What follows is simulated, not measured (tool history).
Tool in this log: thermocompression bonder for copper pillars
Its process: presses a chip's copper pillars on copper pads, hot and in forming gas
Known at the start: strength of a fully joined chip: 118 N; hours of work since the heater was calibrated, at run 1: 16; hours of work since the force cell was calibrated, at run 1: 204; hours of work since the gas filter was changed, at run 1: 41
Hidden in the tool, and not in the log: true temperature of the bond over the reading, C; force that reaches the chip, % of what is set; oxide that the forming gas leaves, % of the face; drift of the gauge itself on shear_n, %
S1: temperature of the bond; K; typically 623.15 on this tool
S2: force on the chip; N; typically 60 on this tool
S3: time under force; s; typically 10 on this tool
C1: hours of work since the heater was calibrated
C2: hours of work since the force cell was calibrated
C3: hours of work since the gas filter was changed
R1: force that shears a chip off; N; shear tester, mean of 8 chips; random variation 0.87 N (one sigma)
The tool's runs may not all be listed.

run 1 day=0.000 | S1=623.15 S2=60 S3=10 | C1=16 C2=204 C3=41 | R1=69.4
run 2 day=0.296 | S1=623.15 S2=60 S3=10 | C1=21 C2=209 C3=46 | R1=67.6
run 3 day=0.642 | S1=623.15 S2=60 S3=10 | C1=27 C2=215 C3=52 | R1=68.8
run 4 day=1.117 | S1=623.15 S2=60 S3=10 | C1=35 C2=223 C3=60 | R1=66.7
run 5 day=1.329 | S1=623.15 S2=60 S3=10 | C1=38 C2=226 C3=63 | R1=66.6
run 6 day=1.738 | S1=597.15 S2=60 S3=10 | C1=45 C2=233 C3=70 | R1=53.5
run 7 day=1.992 | S1=623.15 S2=60 S3=23 | C1=49 C2=237 C3=74 | R1=82.9
run 8 day=2.467 | S1=623.15 S2=60 S3=23 | C1=57 C2=245 C3=82 | R1=83.1
run 9 day=2.667 | S1=632.15 S2=60 S3=23 | C1=60 C2=249 C3=85 | R1=85.3
run 10 day=3.033 | S1=632.15 S2=60 S3=23 | C1=66 C2=255 C3=91 | R1=85.5
run 11 day=3.521 | S1=623.15 S2=80 S3=10 | C1=74 C2=263 C3=99 | R1=75.6
run 12 day=3.892 | S1=623.15 S2=80 S3=10 | C1=81 C2=269 C3=106 | R1=75.8
run 13 day=4.221 | S1=623.15 S2=60 S3=27 | C1=86 C2=274 C3=111 | R1=82.7
run 14 day=4.658 | S1=623.15 S2=53 S3=21 | C1=93 C2=281 C3=118 | R1=73.8
run 15 day=4.879 | S1=623.15 S2=53 S3=21 | C1=97 C2=285 C3=122 | R1=74.8
run 16 day=5.179 | S1=615.15 S2=44 S3=19 | C1=102 C2=290 C3=127 | R1=59.9
run 17 day=5.525 | S1=602.15 S2=59 S3=24 | C1=108 C2=296 C3=133 | R1=69.1
-- day=5.646 heater calibrated with a thermocouple chip
run 18 day=6.096 | S1=611.15 S2=46 S3=10 | C1=7 C2=304 C3=141 | R1=46.8
run 19 day=6.462 | S1=599.15 S2=42 S3=18 | C1=13 C2=310 C3=147 | R1=49.3
-- day=6.792 heater calibrated with a thermocouple chip, once more
-- day=7.029 forming gas filter changed
run 20 day=7.038 | S1=599.15 S2=42 S3=18 | C1=4 C2=318 C3=0 | R1=56.3
run 21 day=7.346 | S1=599.15 S2=42 S3=18 | C1=9 C2=323 C3=5 | R1=54.7
run 22 day=7.696 | S1=599.15 S2=42 S3=18 | C1=15 C2=329 C3=11 | R1=55.4
run 23 day=7.946 | S1=608.15 S2=60 S3=28 | C1=19 C2=333 C3=15 | R1=83.8
run 24 day=8.242 | S1=642.15 S2=44 S3=7 | C1=24 C2=337 C3=20 | R1=59.7
run 25 day=8.612 | S1=630.15 S2=84 S3=20 | C1=30 C2=344 C3=26 | R1=99.5
run 26 day=8.850 | S1=628.15 S2=60 S3=10 | C1=34 C2=348 C3=30 | R1=72.5

5 options for the next run, each taken on its own from the tool as it stands now. Forecast them:
run A day=9.133 | S1=621.15 S2=57 S3=12 | C1=38 C2=352 C3=35 | R1=?
run B day=9.133 | S1=628.15 S2=60 S3=9 | C1=38 C2=352 C3=35 | R1=?
run C day=9.133 | S1=623.15 S2=45 S3=10 | C1=38 C2=352 C3=35 | R1=?
run D day=9.133 | S1=636.15 S2=83 S3=5 | C1=38 C2=352 C3=35 | R1=?
run E day=9.133 | S1=621.15 S2=61 S3=14 | C1=38 C2=352 C3=35 | R1=?

run=A R1=70.0
run=B R1=70.1
run=C R1=57.1
run=D R1=73.6
run=E R1=75.5
Without the tool's hidden state the same runs would have given:
run=A R1=73.4
run=B R1=73.5
run=C R1=60.0
run=D R1=77.0
run=E R1=79.0
